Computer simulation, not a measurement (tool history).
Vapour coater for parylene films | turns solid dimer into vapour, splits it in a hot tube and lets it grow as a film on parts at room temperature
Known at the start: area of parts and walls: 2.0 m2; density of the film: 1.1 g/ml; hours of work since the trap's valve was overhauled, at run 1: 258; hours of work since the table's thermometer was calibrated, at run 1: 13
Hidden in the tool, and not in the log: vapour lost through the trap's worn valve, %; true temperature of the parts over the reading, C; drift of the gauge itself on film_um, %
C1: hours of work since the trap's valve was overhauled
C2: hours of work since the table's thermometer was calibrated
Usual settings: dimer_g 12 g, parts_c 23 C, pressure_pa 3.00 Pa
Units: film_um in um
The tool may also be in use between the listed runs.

run 1 hour=0.0 | dimer_g=12 parts_c=23 pressure_pa=3.00 | C1=258 C2=13 | film_um=2.78
run 2 hour=12.5 | dimer_g=12 parts_c=23 pressure_pa=4.50 | C1=263 C2=18 | film_um=2.55
run 3 hour=26.6 | dimer_g=12 parts_c=23 pressure_pa=4.50 | C1=269 C2=24 | film_um=2.49
run 4 hour=35.7 | dimer_g=12 parts_c=23 pressure_pa=3.00 | C1=273 C2=27 | film_um=2.79
run 5 hour=51.3 | dimer_g=12 parts_c=23 pressure_pa=3.00 | C1=279 C2=34 | film_um=2.78
run 6 hour=67.5 | dimer_g=12 parts_c=23 pressure_pa=3.00 | C1=286 C2=41 | film_um=2.78
run 7 hour=77.1 | dimer_g=16 parts_c=23 pressure_pa=3.00 | C1=290 C2=45 | film_um=3.62
run 8 hour=84.8 | dimer_g=12 parts_c=23 pressure_pa=3.00 | C1=293 C2=48 | film_um=2.72
run 9 hour=93.5 | dimer_g=12 parts_c=18 pressure_pa=3.00 | C1=297 C2=51 | film_um=3.18
run 10 hour=101.3 | dimer_g=12 parts_c=24 pressure_pa=3.00 | C1=300 C2=55 | film_um=2.62
run 11 hour=115.1 | dimer_g=12 parts_c=24 pressure_pa=3.00 | C1=305 C2=60 | film_um=2.65
run 12 hour=130.2 | dimer_g=8 parts_c=23 pressure_pa=3.00 | C1=312 C2=66 | film_um=1.82
run 13 hour=146.0 | dimer_g=12 parts_c=20 pressure_pa=3.00 | C1=318 C2=73 | film_um=2.95
run 14 hour=156.0 | dimer_g=12 parts_c=20 pressure_pa=3.00 | C1=322 C2=77 | film_um=2.95
run 15 hour=167.4 | dimer_g=12 parts_c=20 pressure_pa=3.00 | C1=327 C2=82 | film_um=2.94
run 16 hour=184.3 | dimer_g=12 parts_c=20 pressure_pa=3.00 | C1=334 C2=89 | film_um=2.93
run 17 hour=197.1 | dimer_g=12 parts_c=20 pressure_pa=3.00 | C1=339 C2=94 | film_um=2.91
run 18 hour=205.2 | dimer_g=12 parts_c=20 pressure_pa=3.00 | C1=343 C2=97 | film_um=2.90
run 19 hour=217.2 | dimer_g=12 parts_c=20 pressure_pa=3.00 | C1=348 C2=102 | film_um=2.95
run 20 hour=225.5 | dimer_g=12 parts_c=20 pressure_pa=3.00 | C1=351 C2=106 | film_um=2.93
run 21 hour=240.3 | dimer_g=12 parts_c=23 pressure_pa=11.40 | C1=357 C2=112 | film_um=2.00
run 22 hour=248.7 | dimer_g=12 parts_c=23 pressure_pa=3.00 | C1=361 C2=115 | film_um=2.67
run 23 hour=259.9 | dimer_g=12 parts_c=23 pressure_pa=3.00 | C1=365 C2=120 | film_um=2.70
run 24 hour=267.9 | dimer_g=12 parts_c=23 pressure_pa=4.06 | C1=369 C2=123 | film_um=2.53
run 25 hour=281.7 | dimer_g=21 parts_c=20 pressure_pa=3.00 | C1=374 C2=129 | film_um=5.12
run 26 hour=290.9 | dimer_g=14 parts_c=23 pressure_pa=3.00 | C1=378 C2=133 | film_um=3.11
run 27 hour=306.3 | dimer_g=14 parts_c=16 pressure_pa=3.00 | C1=384 C2=139 | film_um=3.77
run 28 hour=324.4 | dimer_g=21 parts_c=18 pressure_pa=5.13 | C1=392 C2=147 | film_um=4.80
run 29 hour=332.9 | dimer_g=21 parts_c=18 pressure_pa=5.13 | C1=395 C2=150 | film_um=4.75
run 30 hour=350.7 | dimer_g=16 parts_c=18 pressure_pa=5.13 | C1=403 C2=158 | film_um=3.58
run 31 hour=358.4 | dimer_g=16 parts_c=27 pressure_pa=2.42 | C1=406 C2=161 | film_um=3.30
run 32 hour=376.3 | dimer_g=6 parts_c=23 pressure_pa=2.93 | C1=413 C2=168 | film_um=1.33
run 33 hour=392.2 | dimer_g=6 parts_c=23 pressure_pa=2.93 | C1=420 C2=175 | film_um=1.30
run 34 hour=400.4 | dimer_g=6 parts_c=22 pressure_pa=4.97 | C1=423 C2=178 | film_um=1.23
run 35 hour=411.8 | dimer_g=15 parts_c=19 pressure_pa=7.95 | C1=428 C2=183 | film_um=3.00
run 36 hour=424.4 | dimer_g=15 parts_c=19 pressure_pa=7.95 | C1=433 C2=188 | film_um=3.00
run 37 hour=434.2 | dimer_g=16 parts_c=21 pressure_pa=3.89 | C1=437 C2=192 | film_um=3.50
run 38 hour=449.8 | dimer_g=6 parts_c=27 pressure_pa=4.12 | C1=444 C2=198 | film_um=1.11
run 39 hour=464.9 | dimer_g=20 parts_c=29 pressure_pa=5.65 | C1=450 C2=205 | film_um=3.31
run 40 hour=474.6 | dimer_g=12 parts_c=35 pressure_pa=5.01 | C1=454 C2=209 | film_um=1.71
run 41 hour=482.7 | dimer_g=15 parts_c=35 pressure_pa=5.01 | C1=457 C2=212 | film_um=2.07
run 42 hour=494.0 | dimer_g=12 parts_c=16 pressure_pa=10.46 | C1=462 C2=217 | film_um=2.48
run 43 hour=510.8 | dimer_g=12 parts_c=16 pressure_pa=10.46 | C1=469 C2=224 | film_um=2.46
run 44 hour=522.8 | dimer_g=15 parts_c=27 pressure_pa=2.73 | C1=474 C2=229 | film_um=2.93
run 45 hour=535.3 | dimer_g=12 parts_c=23 pressure_pa=10.11 | C1=479 C2=234 | film_um=1.97
run 46 hour=550.0 | dimer_g=14 parts_c=23 pressure_pa=3.00 | C1=485 C2=240 | film_um=2.94

Forecast each of these 3 alternatives for the next run:
run A hour=560.1 | dimer_g=6 parts_c=21 pressure_pa=2.60 | C1=489 C2=244 | film_um=?
run B hour=560.1 | dimer_g=18 parts_c=32 pressure_pa=8.35 | C1=489 C2=244 | film_um=?
run C hour=560.1 | dimer_g=7 parts_c=23 pressure_pa=3.00 | C1=489 C2=244 | film_um=?

run=A film_um=1.41
run=B film_um=2.42
run=C film_um=1.52
Without the tool's hidden state the same runs would have given:
run=A film_um=1.62
run=B film_um=2.77
run=C film_um=1.74
